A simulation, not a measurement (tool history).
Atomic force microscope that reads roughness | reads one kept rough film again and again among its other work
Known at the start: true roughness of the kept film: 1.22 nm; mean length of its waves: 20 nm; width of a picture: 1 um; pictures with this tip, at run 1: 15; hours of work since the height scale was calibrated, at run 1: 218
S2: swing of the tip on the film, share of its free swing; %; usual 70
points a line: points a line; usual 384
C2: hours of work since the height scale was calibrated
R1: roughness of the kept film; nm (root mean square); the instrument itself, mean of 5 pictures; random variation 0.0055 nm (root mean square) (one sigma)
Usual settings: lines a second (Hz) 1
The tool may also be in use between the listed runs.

Run 1, hour 0: usual settings; pictures with this tip 15; C2 218. Result: R1 1.053 nm (root mean square).
Run 2, hour 8.8: usual settings but S2 73 %; pictures with this tip 24; C2 224. Result: R1 1.048 nm (root mean square).
Run 3, hour 17.3: usual settings but S2 73 %; pictures with this tip 33; C2 230. Result: R1 1.037 nm (root mean square).
Run 4, hour 24.4: usual settings but S2 81 %; pictures with this tip 41; C2 235. Result: R1 1.001 nm (root mean square).
Run 5, hour 33.3: usual settings but points a line 514; pictures with this tip 51; C2 242. Result: R1 1.034 nm (root mean square).
Run 6, hour 40.5: usual settings but points a line 514; pictures with this tip 58; C2 247. Result: R1 1.032 nm (root mean square).
Run 7, hour 47.9: usual settings but S2 74 %; pictures with this tip 66; C2 252. Result: R1 1.017 nm (root mean square).
Run 8, hour 55.2: usual settings but lines a second (Hz) 2.26; pictures with this tip 74; C2 257. Result: R1 0.959 nm (root mean square).
Run 9, hour 63.3: usual settings but lines a second (Hz) 2.26; pictures with this tip 83; C2 263. Result: R1 0.944 nm (root mean square).
Run 10, hour 67.1: usual settings but points a line 524; pictures with this tip 87; C2 265. Result: R1 1.003 nm (root mean square).
Run 11, hour 72.6: usual settings but points a line 524; pictures with this tip 93; C2 269. Result: R1 1.005 nm (root mean square).
Run 12, hour 76.3: usual settings but points a line 524; pictures with this tip 97; C2 272. Result: R1 1.002 nm (root mean square).
Run 13, hour 81.1: usual settings but points a line 524; pictures with this tip 102; C2 275. Result: R1 0.999 nm (root mean square).
At hour 88.6: new tip fitted.
Run 14, hour 90.8: usual settings but points a line 524; pictures with this tip 2; C2 282. Result: R1 1.087 nm (root mean square).
Run 15, hour 95.6: usual settings but points a line 524; pictures with this tip 7; C2 285. Result: R1 1.087 nm (root mean square).
Run 16, hour 104.7: usual settings but points a line 524; pictures with this tip 17; C2 291. Result: R1 1.066 nm (root mean square).
Run 17, hour 109.7: usual settings but points a line 524; pictures with this tip 22; C2 295. Result: R1 1.053 nm (root mean square).
Run 18, hour 114.8: usual settings but points a line 524; pictures with this tip 28; C2 299. Result: R1 1.05 nm (root mean square).
Run 19, hour 123.2: usual settings but points a line 600; pictures with this tip 37; C2 304. Result: R1 1.043 nm (root mean square).
Run 20, hour 130: usual settings but points a line 330; pictures with this tip 44; C2 309. Result: R1 1.025 nm (root mean square).
Run 21, hour 137.9: usual settings but S2 74 %; pictures with this tip 53; C2 315. Result: R1 1.017 nm (root mean square).
Run 22, hour 145.2: usual settings but S2 74 %; pictures with this tip 61; C2 320. Result: R1 1.014 nm (root mean square).
Run 23, hour 152.9: usual settings but S2 74 %; pictures with this tip 69; C2 325. Result: R1 1.004 nm (root mean square).
Run 24, hour 159.1: usual settings but points a line 368; pictures with this tip 76; C2 330. Result: R1 1.005 nm (root mean square).
Run 25, hour 164.5: usual settings but lines a second (Hz) 0.77, points a line 879; pictures with this tip 82; C2 333. Result: R1 1.021 nm (root mean square).
Run 26, hour 171.4: usual settings but S2 77 %, points a line 482; pictures with this tip 89; C2 338. Result: R1 0.977 nm (root mean square).
Run 27, hour 175.5: usual settings but S2 77 %, points a line 482; pictures with this tip 93; C2 341. Result: R1 0.98 nm (root mean square).
Run 28, hour 179.2: usual settings but lines a second (Hz) 0.92, S2 76 %; pictures with this tip 97; C2 344. Result: R1 0.984 nm (root mean square).
Run 29, hour 185.4: usual settings but lines a second (Hz) 0.92, S2 76 %; pictures with this tip 104; C2 348. Result: R1 0.978 nm (root mean square).
At hour 190.9: new tip fitted.
Run 30, hour 194.9: usual settings but S2 85 %, points a line 714; pictures with this tip 4; C2 354. Result: R1 1.023 nm (root mean square).
Run 31, hour 201.8: usual settings but S2 85 %, points a line 959; pictures with this tip 11; C2 359. Result: R1 1.022 nm (root mean square).
Run 32, hour 207.3: usual settings but points a line 857; pictures with this tip 17; C2 363. Result: R1 1.075 nm (root mean square).
Run 33, hour 216.2: usual settings but lines a second (Hz) 2.5, points a line 837; pictures with this tip 27; C2 369. Result: R1 0.999 nm (root mean square).
Run 34, hour 220.3: usual settings but lines a second (Hz) 1.05, points a line 364; pictures with this tip 31; C2 372. Result: R1 1.047 nm (root mean square).
Run 35, hour 225.7: usual settings but lines a second (Hz) 0.82, S2 88 %, points a line 841; pictures with this tip 37; C2 376. Result: R1 1.01 nm (root mean square).
Run 36, hour 231: usual settings but lines a second (Hz) 0.82, S2 67 %, points a line 1005; pictures with this tip 43; C2 380. Result: R1 1.072 nm (root mean square).
Run 37, hour 240.1: usual settings but lines a second (Hz) 0.69, points a line 417; pictures with this tip 52; C2 386. Result: R1 1.043 nm (root mean square).
Run 38, hour 247: usual settings but lines a second (Hz) 0.69, points a line 417; pictures with this tip 60; C2 391. Result: R1 1.036 nm (root mean square).
Run 39, hour 256: usual settings but points a line 271; pictures with this tip 70; C2 397. Result: R1 0.995 nm (root mean square).
Run 40, hour 260.3: usual settings but points a line 271; pictures with this tip 74; C2 400. Result: R1 1.001 nm (root mean square).
Run 41, hour 267.2: usual settings but lines a second (Hz) 0.78, S2 81 %, points a line 467; pictures with this tip 82; C2 405. Result: R1 0.985 nm (root mean square).
Run 42, hour 272.8: usual settings but lines a second (Hz) 0.74, S2 62 %, points a line 467; pictures with this tip 88; C2 409. Result: R1 1.025 nm (root mean square).
Run 43, hour 281.8: usual settings but lines a second (Hz) 0.74, S2 62 %, points a line 467; pictures with this tip 97; C2 415. Result: R1 1.021 nm (root mean square).
Run 44, hour 287.6: usual settings but lines a second (Hz) 0.82, S2 81 %, points a line 490; pictures with this tip 104; C2 420. Result: R1 0.97 nm (root mean square).
At hour 293.9: new tip fitted.
Run 45, hour 297.2: usual settings but S2 62 %, points a line 607; pictures with this tip 4; C2 426. Result: R1 1.107 nm (root mean square).
Run 46, hour 304.5: usual settings but lines a second (Hz) 0.56, S2 86 %, points a line 655; pictures with this tip 11; C2 431. Result: R1 1.061 nm (root mean square).
Run 47, hour 311.8: usual settings but lines a second (Hz) 2.6, S2 63 %, points a line 363; pictures with this tip 19; C2 436. Result: R1 1.025 nm (root mean square).

Measured less the same run without the tool's hidden state. The same run-to-run variation is in both; the gauge's scatter may not be:
The hidden state here: radius of the tip, nm; height scale over the true one, %; drift of the gauge itself on roughness_nm, %.
run      R1
  1  -0.022
  2  -0.029
  3  -0.036
  4  -0.042
  5  -0.051
  6  -0.058
  7  -0.063
  8  -0.066
  9  -0.071
 10  -0.079
 11  -0.083
 12  -0.087
 13   -0.09
 14  -0.009
 15  -0.014
 16  -0.023
 17  -0.027
 18  -0.032
 19   -0.04
 20  -0.046
 21  -0.052
 22   -0.06
 23  -0.066
 24  -0.072
 25  -0.078
 26  -0.081
 27  -0.083
 28  -0.086
 29  -0.091
 30   -0.01
 31  -0.016
 32  -0.023
 33  -0.029
 34  -0.034
 35  -0.038
 36  -0.046
 37  -0.053
 38  -0.061
 39  -0.067
 40  -0.069
 41  -0.076
 42  -0.084
 43  -0.092
 44  -0.092
 45  -0.011
 46  -0.017
 47  -0.023

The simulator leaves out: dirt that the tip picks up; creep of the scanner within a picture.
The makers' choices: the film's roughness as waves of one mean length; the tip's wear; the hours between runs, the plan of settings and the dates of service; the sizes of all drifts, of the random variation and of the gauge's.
